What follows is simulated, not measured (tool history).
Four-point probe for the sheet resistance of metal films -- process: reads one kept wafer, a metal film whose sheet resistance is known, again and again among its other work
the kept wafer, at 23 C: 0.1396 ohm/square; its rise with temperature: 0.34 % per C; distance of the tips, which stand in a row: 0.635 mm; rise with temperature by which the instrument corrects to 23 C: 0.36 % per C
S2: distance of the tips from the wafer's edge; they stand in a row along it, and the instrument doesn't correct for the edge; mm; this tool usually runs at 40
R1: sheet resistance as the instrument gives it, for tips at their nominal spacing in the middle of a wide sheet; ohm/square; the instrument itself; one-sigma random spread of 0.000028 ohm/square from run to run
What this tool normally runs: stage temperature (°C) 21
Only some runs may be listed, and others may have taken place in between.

{"run": 1, "hour": 0.0, "stage temperature (°C)": 21, "S2": 40, "R1": 0.138601}
{"run": 2, "hour": 47.4, "stage temperature (°C)": 21, "S2": 10, "R1": 0.138869}
{"run": 3, "hour": 116.4, "stage temperature (°C)": 21, "S2": 10, "R1": 0.138822}
{"run": 4, "hour": 168.8, "stage temperature (°C)": 21, "S2": 40, "R1": 0.138542}
{"run": 5, "hour": 236.4, "stage temperature (°C)": 21, "S2": 40, "R1": 0.138467}
{"run": 6, "hour": 267.0, "stage temperature (°C)": 21, "S2": 40, "R1": 0.138503}
{"run": 7, "hour": 341.7, "stage temperature (°C)": 20, "S2": 67, "R1": 0.138469}
{"hour": 347.7, "done": "stage's thermometer calibrated"}
{"run": 8, "hour": 373.6, "stage temperature (°C)": 24, "S2": 47, "R1": 0.138365}
{"run": 9, "hour": 429.4, "stage temperature (°C)": 24, "S2": 47, "R1": 0.138249}
{"run": 10, "hour": 477.8, "stage temperature (°C)": 25, "S2": 47, "R1": 0.138207}
{"hour": 531.2, "done": "stage's thermometer calibrated, once more"}
{"run": 11, "hour": 542.7, "stage temperature (°C)": 25, "S2": 33, "R1": 0.138202}

Each row is a separate what-if for the run after 11, all from the same tool condition, not one after another. Results?
{"run": "A", "hour": 581.2, "stage temperature (°C)": 25, "S2": 39, "R1": "?"}
{"run": "B", "hour": 581.2, "stage temperature (°C)": 24, "S2": 4, "R1": "?"}
{"run": "C", "hour": 581.2, "stage temperature (°C)": 31, "S2": 28, "R1": "?"}
{"run": "D", "hour": 581.2, "stage temperature (°C)": 26, "S2": 45, "R1": "?"}
{"run": "E", "hour": 581.2, "stage temperature (°C)": 24, "S2": 15, "R1": "?"}

run=A R1=0.138159
run=B R1=0.140015
run=C R1=0.138017
run=D R1=0.138147
run=E R1=0.138277
With the hidden condition removed and each run's random variation left untouched, the same runs would have given:
run=A R1=0.139548
run=B R1=0.141421
run=C R1=0.139405
run=D R1=0.139537
run=E R1=0.139667
